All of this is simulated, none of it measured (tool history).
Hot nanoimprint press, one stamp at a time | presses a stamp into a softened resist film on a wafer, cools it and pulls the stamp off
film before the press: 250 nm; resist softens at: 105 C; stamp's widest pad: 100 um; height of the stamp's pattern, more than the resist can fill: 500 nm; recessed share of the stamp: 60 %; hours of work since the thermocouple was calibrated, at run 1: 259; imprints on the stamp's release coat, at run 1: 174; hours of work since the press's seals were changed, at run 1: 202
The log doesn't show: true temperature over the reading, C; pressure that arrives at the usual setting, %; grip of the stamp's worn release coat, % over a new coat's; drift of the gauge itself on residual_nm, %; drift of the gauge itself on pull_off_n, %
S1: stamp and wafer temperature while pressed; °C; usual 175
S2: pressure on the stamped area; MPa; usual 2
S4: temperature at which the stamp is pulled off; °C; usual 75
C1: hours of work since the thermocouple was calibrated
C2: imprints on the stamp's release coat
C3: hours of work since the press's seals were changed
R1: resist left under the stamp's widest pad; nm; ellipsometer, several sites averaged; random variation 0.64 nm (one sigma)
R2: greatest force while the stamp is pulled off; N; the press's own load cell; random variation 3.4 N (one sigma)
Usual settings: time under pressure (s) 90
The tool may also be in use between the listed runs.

run 1 hour=0 | S1=175 S2=2 time_under_pressure_(s)=90 S4=75 | C1=259 C2=174 C3=202 | R1=137.3 R2=170
run 2 hour=10.8 | S1=175 S2=2 time_under_pressure_(s)=90 S4=75 | C1=264 C2=209 C3=208 | R1=137.5 R2=179
run 3 hour=22.1 | S1=175 S2=2 time_under_pressure_(s)=90 S4=75 | C1=271 C2=245 C3=214 | R1=136.5 R2=175
run 4 hour=33.8 | S1=175 S2=2 time_under_pressure_(s)=90 S4=75 | C1=277 C2=283 C3=221 | R1=137.5 R2=176
run 5 hour=57.3 | S1=175 S2=2 time_under_pressure_(s)=90 S4=75 | C1=290 C2=359 C3=233 | R1=137.4 R2=184
run 6 hour=78.2 | S1=175 S2=2 time_under_pressure_(s)=90 S4=75 | C1=301 C2=426 C3=245 | R1=137.5 R2=188
run 7 hour=91.2 | S1=175 S2=2 time_under_pressure_(s)=90 S4=75 | C1=308 C2=468 C3=252 | R1=136.7 R2=183
run 8 hour=107.1 | S1=175 S2=2 time_under_pressure_(s)=90 S4=75 | C1=317 C2=519 C3=260 | R1=138 R2=196
run 9 hour=129 | S1=175 S2=2 time_under_pressure_(s)=90 S4=75 | C1=328 C2=590 C3=272 | R1=136.8 R2=196
run 10 hour=141.4 | S1=175 S2=1.2 time_under_pressure_(s)=90 S4=75 | C1=335 C2=630 C3=279 | R1=172.9 R2=202
run 11 hour=156.3 | S1=175 S2=1.2 time_under_pressure_(s)=90 S4=75 | C1=343 C2=677 C3=287 | R1=173 R2=203
run 12 hour=177.6 | S1=175 S2=1.2 time_under_pressure_(s)=90 S4=62 | C1=355 C2=746 C3=299 | R1=173.4 R2=236
run 13 hour=189.1 | S1=175 S2=1.2 time_under_pressure_(s)=90 S4=62 | C1=361 C2=783 C3=305 | R1=173.9 R2=226
run 14 hour=205.9 | S1=175 S2=1.78 time_under_pressure_(s)=90 S4=75 | C1=370 C2=837 C3=314 | R1=144.6 R2=205
-- hour=222.1 stamp cleaned and given a new release coat
run 15 hour=222.9 | S1=175 S2=2 time_under_pressure_(s)=90 S4=75 | C1=376 C2=3 C3=320 | R1=136.2 R2=160
run 16 hour=246.5 | S1=175 S2=2 time_under_pressure_(s)=90 S4=75 | C1=389 C2=79 C3=333 | R1=136.8 R2=171
run 17 hour=268.3 | S1=176 S2=1.6 time_under_pressure_(s)=64 S4=75 | C1=401 C2=149 C3=344 | R1=163.1 R2=172
run 18 hour=285.2 | S1=186 S2=2 time_under_pressure_(s)=139 S4=64 | C1=410 C2=203 C3=354 | R1=89 R2=194
-- hour=298.2 plate thermocouple calibrated
run 19 hour=306.4 | S1=186 S2=2 time_under_pressure_(s)=139 S4=64 | C1=4 C2=262 C3=364 | R1=90 R2=198
run 20 hour=318.2 | S1=186 S2=2 time_under_pressure_(s)=139 S4=64 | C1=11 C2=300 C3=370 | R1=89.5 R2=204
run 21 hour=339.4 | S1=186 S2=2 time_under_pressure_(s)=139 S4=64 | C1=22 C2=368 C3=381 | R1=90.3 R2=214
run 22 hour=353.1 | S1=175 S2=2 time_under_pressure_(s)=90 S4=72 | C1=30 C2=412 C3=389 | R1=139.4 R2=194
run 23 hour=371.2 | S1=181 S2=1.81 time_under_pressure_(s)=136 S4=79 | C1=40 C2=471 C3=399 | R1=110.2 R2=177
run 24 hour=388.1 | S1=180 S2=2 time_under_pressure_(s)=90 S4=75 | C1=49 C2=525 C3=408 | R1=122.2 R2=200
run 25 hour=401.8 | S1=180 S2=2 time_under_pressure_(s)=90 S4=75 | C1=56 C2=569 C3=415 | R1=122.4 R2=198
run 26 hour=424.2 | S1=185 S2=2.76 time_under_pressure_(s)=47 S4=65 | C1=68 C2=641 C3=427 | R1=109 R2=217
run 27 hour=436.4 | S1=185 S2=3.14 time_under_pressure_(s)=47 S4=74 | C1=75 C2=681 C3=434 | R1=103 R2=210
run 28 hour=460.3 | S1=185 S2=1.98 time_under_pressure_(s)=47 S4=69 | C1=88 C2=758 C3=447 | R1=131.3 R2=225
run 29 hour=471.6 | S1=185 S2=1.61 time_under_pressure_(s)=47 S4=69 | C1=94 C2=794 C3=453 | R1=147.3 R2=224

How the hidden state differs across the entries between the runs, from the last listed run before each to the first after it:
Between runs 14 and 15: stamp cleaned and given a new release coat (hour 222.1)
  true temperature over the reading, C: 0.61 -> 0.62; pressure that arrives at the usual setting, %: 98.17 -> 98.14; grip of the stamp's worn release coat, % over a new coat's: 30.3 -> 0.1
  measured less the result without the state, R1: -1.1 -> -0.9 nm; R2: +47 -> -1 N
Between runs 18 and 19: plate thermocouple calibrated (hour 298.2)
  true temperature over the reading, C: 0.7 -> -0.01; pressure that arrives at the usual setting, %: 98 -> 97.95; grip of the stamp's worn release coat, % over a new coat's: 7.1 -> 9.2
  measured less the result without the state, R1: -0.6 -> +1.2 nm; R2: +12 -> +17 N
